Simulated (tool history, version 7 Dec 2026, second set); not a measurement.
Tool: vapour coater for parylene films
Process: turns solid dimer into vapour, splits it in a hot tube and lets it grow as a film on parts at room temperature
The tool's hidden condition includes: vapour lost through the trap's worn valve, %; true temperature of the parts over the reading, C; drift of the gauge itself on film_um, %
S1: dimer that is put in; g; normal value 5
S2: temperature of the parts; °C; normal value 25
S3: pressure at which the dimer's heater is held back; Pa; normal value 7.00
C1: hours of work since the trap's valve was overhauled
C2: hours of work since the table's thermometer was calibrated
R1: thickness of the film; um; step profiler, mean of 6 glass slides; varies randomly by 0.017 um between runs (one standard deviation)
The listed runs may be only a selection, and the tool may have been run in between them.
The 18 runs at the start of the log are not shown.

Run 19, hour 819.4: usual settings but S1 2 g; C1 242; C2 922. Result: R1 0.41 um.
Run 20, hour 875.4: usual settings but S2 19 °C; C1 278; C2 958. Result: R1 1.34 um.
Run 21, hour 903.7: usual settings but S3 6.46 Pa; C1 297; C2 976. Result: R1 1.05 um.
Run 22, hour 933.0: usual settings but S3 6.46 Pa; C1 315; C2 995. Result: R1 1.05 um.
Run 23, hour 993.1: usual settings but S2 35 °C; C1 354; C2 1034. Result: R1 0.71 um.
Run 24, hour 1053.4: usual settings but S1 9 g, S3 2.71 Pa; C1 393; C2 1073. Result: R1 1.96 um.
Run 25, hour 1114.2: usual settings but S3 2.96 Pa; C1 432; C2 1112. Result: R1 1.08 um.
Run 26, hour 1139.7: usual settings but S2 28 °C, S3 2.68 Pa; C1 449; C2 1128. Result: R1 0.98 um.
At hour 1164.5: trap's valve overhauled.
Run 27, hour 1181.8: usual settings but S2 24 °C; C1 11; C2 1153. Result: R1 1.13 um.
Run 28, hour 1242.2: usual settings but S2 24 °C; C1 50; C2 1192. Result: R1 1.15 um.
At hour 1247.4: table's thermometer calibrated.
Run 29, hour 1289.6: usual settings but S1 2 g, S3 9.26 Pa; C1 80; C2 27. Result: R1 0.45 um.

The next listed run, before its measurement:
Run 30, hour 1331.9: usual settings but S1 2 g, S3 9.26 Pa; C1 107; C2 54. Result: R1 ?.

Run 30 came out at R1 0.47 um.
Without the tool's hidden state the same run would have given R1 0.48 um.

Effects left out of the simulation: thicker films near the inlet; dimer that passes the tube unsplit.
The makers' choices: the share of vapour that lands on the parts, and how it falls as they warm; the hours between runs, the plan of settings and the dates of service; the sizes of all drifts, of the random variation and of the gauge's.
